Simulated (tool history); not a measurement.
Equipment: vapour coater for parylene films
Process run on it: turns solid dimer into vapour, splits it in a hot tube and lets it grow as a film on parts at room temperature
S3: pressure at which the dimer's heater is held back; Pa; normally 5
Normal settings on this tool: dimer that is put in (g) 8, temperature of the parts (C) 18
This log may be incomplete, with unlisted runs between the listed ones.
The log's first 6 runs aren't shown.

run 7 hour=144.8 | dimer_that_is_put_in_(g)=8 temperature_of_the_parts_(C)=18 S3=5 | thickness_of_the_film_(µm)=1.48
run 8 hour=169.7 | dimer_that_is_put_in_(g)=8 temperature_of_the_parts_(C)=18 S3=5 | thickness_of_the_film_(µm)=1.48
run 9 hour=192.1 | dimer_that_is_put_in_(g)=8 temperature_of_the_parts_(C)=12 S3=5 | thickness_of_the_film_(µm)=1.91
-- hour=206.1 trap's valve overhauled
run 10 hour=211.2 | dimer_that_is_put_in_(g)=8 temperature_of_the_parts_(C)=20 S3=5 | thickness_of_the_film_(µm)=1.52
run 11 hour=230.9 | dimer_that_is_put_in_(g)=8 temperature_of_the_parts_(C)=20 S3=6.31 | thickness_of_the_film_(µm)=1.45
run 12 hour=257.7 | dimer_that_is_put_in_(g)=8 temperature_of_the_parts_(C)=18 S3=7.05 | thickness_of_the_film_(µm)=1.51
run 13 hour=274.3 | dimer_that_is_put_in_(g)=8 temperature_of_the_parts_(C)=18 S3=7.05 | thickness_of_the_film_(µm)=1.51
run 14 hour=292.4 | dimer_that_is_put_in_(g)=8 temperature_of_the_parts_(C)=18 S3=7.05 | thickness_of_the_film_(µm)=1.49
run 15 hour=310.4 | dimer_that_is_put_in_(g)=8 temperature_of_the_parts_(C)=18 S3=7.05 | thickness_of_the_film_(µm)=1.51
run 16 hour=337.6 | dimer_that_is_put_in_(g)=3 temperature_of_the_parts_(C)=18 S3=7.05 | thickness_of_the_film_(µm)=0.58
run 17 hour=361.5 | dimer_that_is_put_in_(g)=4 temperature_of_the_parts_(C)=13 S3=3.5 | thickness_of_the_film_(µm)=1.04
run 18 hour=386.9 | dimer_that_is_put_in_(g)=14 temperature_of_the_parts_(C)=14 S3=3.5 | thickness_of_the_film_(µm)=3.53
run 19 hour=399.6 | dimer_that_is_put_in_(g)=7 temperature_of_the_parts_(C)=21 S3=5 | thickness_of_the_film_(µm)=1.24
run 20 hour=414.3 | dimer_that_is_put_in_(g)=3 temperature_of_the_parts_(C)=21 S3=9.11 | thickness_of_the_film_(µm)=0.48
run 21 hour=428.7 | dimer_that_is_put_in_(g)=4 temperature_of_the_parts_(C)=21 S3=11.02 | thickness_of_the_film_(µm)=0.61
run 22 hour=448.5 | dimer_that_is_put_in_(g)=6 temperature_of_the_parts_(C)=11 S3=11.58 | thickness_of_the_film_(µm)=1.31
run 23 hour=469.4 | dimer_that_is_put_in_(g)=6 temperature_of_the_parts_(C)=11 S3=11.58 | thickness_of_the_film_(µm)=1.32
run 24 hour=485.5 | dimer_that_is_put_in_(g)=5 temperature_of_the_parts_(C)=14 S3=11.58 | thickness_of_the_film_(µm)=0.97

Estimate the outcome of run 25 from the log above:
run 25 hour=507.7 | dimer_that_is_put_in_(g)=3 temperature_of_the_parts_(C)=23 S3=2.01 | thickness_of_the_film_(µm)=?

thickness of the film (µm): 0.59
The same run, on a tool lacking any hidden state, would have yielded thickness of the film (µm) 0.62.
